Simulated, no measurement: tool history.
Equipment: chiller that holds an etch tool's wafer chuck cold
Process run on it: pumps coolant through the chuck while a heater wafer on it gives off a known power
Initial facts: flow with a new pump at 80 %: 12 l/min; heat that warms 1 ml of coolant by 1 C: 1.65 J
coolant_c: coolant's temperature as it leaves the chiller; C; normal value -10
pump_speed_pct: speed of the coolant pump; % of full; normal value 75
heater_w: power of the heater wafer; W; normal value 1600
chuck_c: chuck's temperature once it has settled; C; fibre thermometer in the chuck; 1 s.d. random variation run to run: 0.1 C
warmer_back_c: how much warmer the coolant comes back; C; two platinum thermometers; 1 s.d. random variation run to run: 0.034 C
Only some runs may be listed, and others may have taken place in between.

run     day  coolant_c  pump_speed_pct  heater_w  chuck_c  warmer_back_c
  1       0        -10              75      1600      3.8           5.29
  2   1.238        -10              75      1600      4.1           5.31
  3     2.8        -10              75      1600        4           5.28
  4   4.417        -10              75      1600      3.8           5.28
  5   5.783        -10              75      1600      4.1           5.34
  6   7.762        -10              75      1600        4           5.26
  7   8.671        -10              75      1600      4.2           5.26
  8  10.721        -10              71      1600      4.8           5.64
  9   12.65        -10              71      1600      4.6           5.59
 10  13.867        -10              71      1600        5           5.58
 11  15.275        -10              75      2114      8.6           7.06
 12  16.129        -10              84      1600      2.9           4.76
 13  17.571        -10              75      1600        4           5.32
 14  18.546        -10              75      1600      4.3            5.3
 15  19.442        -10              75      1600        4           5.29
 16  21.042        -10              75      1600      4.3           5.33
 17  22.092        -14              70      1178     -2.9            4.2
 18    23.3         -9              81      1600      4.1           4.89
 19  24.325        -17              65      1600     -0.9           6.09
 20  26.354         -9              64      1544      6.8           6.06
 21  27.858         -9              64      1544      6.7           5.98
 22  29.562        -10              75      1759      5.4           5.92
 23  31.308        -10              74      2288     10.7           7.67
 24  32.317         -2              74       971      6.7           3.26
 25  33.779        -12              74      1857      4.8           6.27
 26  35.629        -12              74      1857      4.7           6.26
 27  37.692        -12              74      1857      4.6           6.32

Branching from run 27: 3 alternative next runs. What would each branch give?
  A  38.679        -12              87      1857        ?              ?
  B  38.679         -4              85      2198        ?              ?
  C  38.679         -1              61       927        ?              ?

run  chuck_c  warmer_back_c
  A      2.6           5.35
  B     13.5           6.45
  C      8.7           3.76
With no hidden state in the tool, these same runs would have given:
run  chuck_c  warmer_back_c
  A      1.4            5.2
  B       12           6.26
  C        8           3.65

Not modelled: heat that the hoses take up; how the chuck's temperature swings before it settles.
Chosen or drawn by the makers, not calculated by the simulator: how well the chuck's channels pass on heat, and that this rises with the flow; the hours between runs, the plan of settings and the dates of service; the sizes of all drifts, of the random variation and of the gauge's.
